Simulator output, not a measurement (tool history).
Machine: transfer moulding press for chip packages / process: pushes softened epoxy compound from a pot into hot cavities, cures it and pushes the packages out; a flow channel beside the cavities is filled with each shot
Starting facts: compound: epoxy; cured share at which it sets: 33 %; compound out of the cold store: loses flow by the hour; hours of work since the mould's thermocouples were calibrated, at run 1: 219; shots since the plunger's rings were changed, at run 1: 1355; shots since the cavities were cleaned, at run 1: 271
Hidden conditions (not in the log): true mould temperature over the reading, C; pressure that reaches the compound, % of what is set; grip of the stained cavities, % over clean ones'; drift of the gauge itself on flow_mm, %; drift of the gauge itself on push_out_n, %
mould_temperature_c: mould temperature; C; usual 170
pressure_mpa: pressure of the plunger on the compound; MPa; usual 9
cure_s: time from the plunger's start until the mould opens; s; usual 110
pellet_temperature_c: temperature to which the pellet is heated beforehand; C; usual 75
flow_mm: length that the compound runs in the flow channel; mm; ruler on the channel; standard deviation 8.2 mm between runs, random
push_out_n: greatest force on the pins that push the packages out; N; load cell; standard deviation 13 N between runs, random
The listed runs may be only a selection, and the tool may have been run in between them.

run,hour,mould_temperature_c,pressure_mpa,cure_s,pellet_temperature_c,hours of work since the mould's thermocouples were calibrated,shots since the plunger's rings were changed,shots since the cavities were cleaned,incoming compound's hours out of the cold store,flow_mm,push_out_n
1,0,170,9,110,75,219,1355,271,9.5,938,904
2,9.4,170,9,110,73,225,1466,382,24.5,863,924
3,20.2,170,9,110,72,233,1592,508,8.8,940,1045
4,37,170,9,110,75,244,1788,704,14.1,920,1099
# hour 53.4: cavities cleaned with cleaning compound and waxed
5,57.2,170,9,110,75,257,2007,44,21.2,874,665
6,72.5,170,9.3,144,75,267,2186,223,44.4,768,569
7,87.2,168,9,91,75,277,2358,395,14,923,1801
8,100.8,166,10.83,91,68,287,2517,554,8.4,1061,2391
9,114.6,166,10.83,148,80,296,2679,716,27.8,925,844
# hour 129.4: cavities cleaned with cleaning compound and waxed
10,130.3,170,10.75,110,75,306,2845,11,37.5,859,568

4 options for the next run, each taken on its own from the tool as it stands now. Forecast them:
A,149.1,176,9,110,75,319,3065,231,28.6,?,?
B,149.1,177,9,110,75,319,3065,231,32.8,?,?
C,149.1,170,10.75,102,75,319,3065,231,24.9,?,?
D,149.1,170,9,101,75,319,3065,231,17.4,?,?

run,flow_mm,push_out_n
A,798,595
B,769,596
C,924,926
D,887,1008
Without the tool's hidden state the same runs would have given:
run,flow_mm,push_out_n
A,846,453
B,816,452
C,980,718
D,941,785

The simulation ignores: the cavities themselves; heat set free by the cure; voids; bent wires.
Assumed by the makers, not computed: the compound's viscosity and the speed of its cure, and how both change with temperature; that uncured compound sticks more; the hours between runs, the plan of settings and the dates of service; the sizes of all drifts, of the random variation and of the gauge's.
